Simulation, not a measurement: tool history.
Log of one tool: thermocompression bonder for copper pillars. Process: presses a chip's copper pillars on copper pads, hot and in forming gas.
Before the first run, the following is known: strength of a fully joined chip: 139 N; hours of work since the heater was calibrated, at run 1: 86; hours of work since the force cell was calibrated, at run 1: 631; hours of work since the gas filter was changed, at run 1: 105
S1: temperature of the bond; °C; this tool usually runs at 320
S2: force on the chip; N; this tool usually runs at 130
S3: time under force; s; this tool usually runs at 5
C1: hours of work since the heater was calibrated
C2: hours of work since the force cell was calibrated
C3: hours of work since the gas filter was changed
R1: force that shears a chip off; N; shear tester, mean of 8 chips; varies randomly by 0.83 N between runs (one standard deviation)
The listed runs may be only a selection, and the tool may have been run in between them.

| run | hour | S1 | S2 | S3 | C1 | C2 | C3 | R1 |
|---|---|---|---|---|---|---|---|---|
| 1 | 0.0 | 320 | 130 | 5 | 86 | 631 | 105 | 67.1 |
| 2 | 6.8 | 320 | 155 | 5 | 91 | 637 | 110 | 70.2 |
| 3 | 13.7 | 320 | 155 | 5 | 96 | 642 | 115 | 71.9 |
| 4 | 18.5 | 320 | 130 | 5 | 100 | 646 | 119 | 65.4 |
| 5 | 26.9 | 320 | 130 | 5 | 106 | 652 | 126 | 65.3 |
| 6 | 33.8 | 320 | 130 | 5 | 112 | 658 | 131 | 65.1 |
| 7 | 39.6 | 346 | 130 | 5 | 116 | 662 | 136 | 85.3 |
|  | 41.9 | force cell calibrated |
| 8 | 47.3 | 319 | 130 | 5 | 121 | 4 | 140 | 65.1 |
| 9 | 51.7 | 320 | 139 | 5 | 125 | 8 | 144 | 66.6 |
|  | 59.0 | force cell calibrated, once more |
| 10 | 60.2 | 320 | 139 | 5 | 130 | 1 | 149 | 67.1 |
| 11 | 69.2 | 299 | 139 | 7 | 137 | 8 | 156 | 58.0 |
| 12 | 73.2 | 293 | 110 | 3 | 140 | 11 | 159 | 33.2 |
| 13 | 78.2 | 331 | 158 | 13 | 144 | 15 | 163 | 100.2 |

Across each entry between runs, compare the hidden state at the last listed run before it with the hidden state at the first listed run after it:
In the gap between runs 7 and 8: force cell calibrated (hour 41.9)
  force that reaches the chip, % of what is set: 102.5 -> 103.4; oxide that the forming gas leaves, % of the face: 4.27 -> 4.41
  measured less the result without the state, R1: -2.1 -> -1.2 N
In the gap between runs 9 and 10: force cell calibrated, once more (hour 59.0)
  true temperature of the bond over the reading, C: 0.6 -> 0.5; force that reaches the chip, % of what is set: 103.4 -> 100; oxide that the forming gas leaves, % of the face: 4.51 -> 4.65
  measured less the result without the state, R1: -1.3 -> -2.5 N
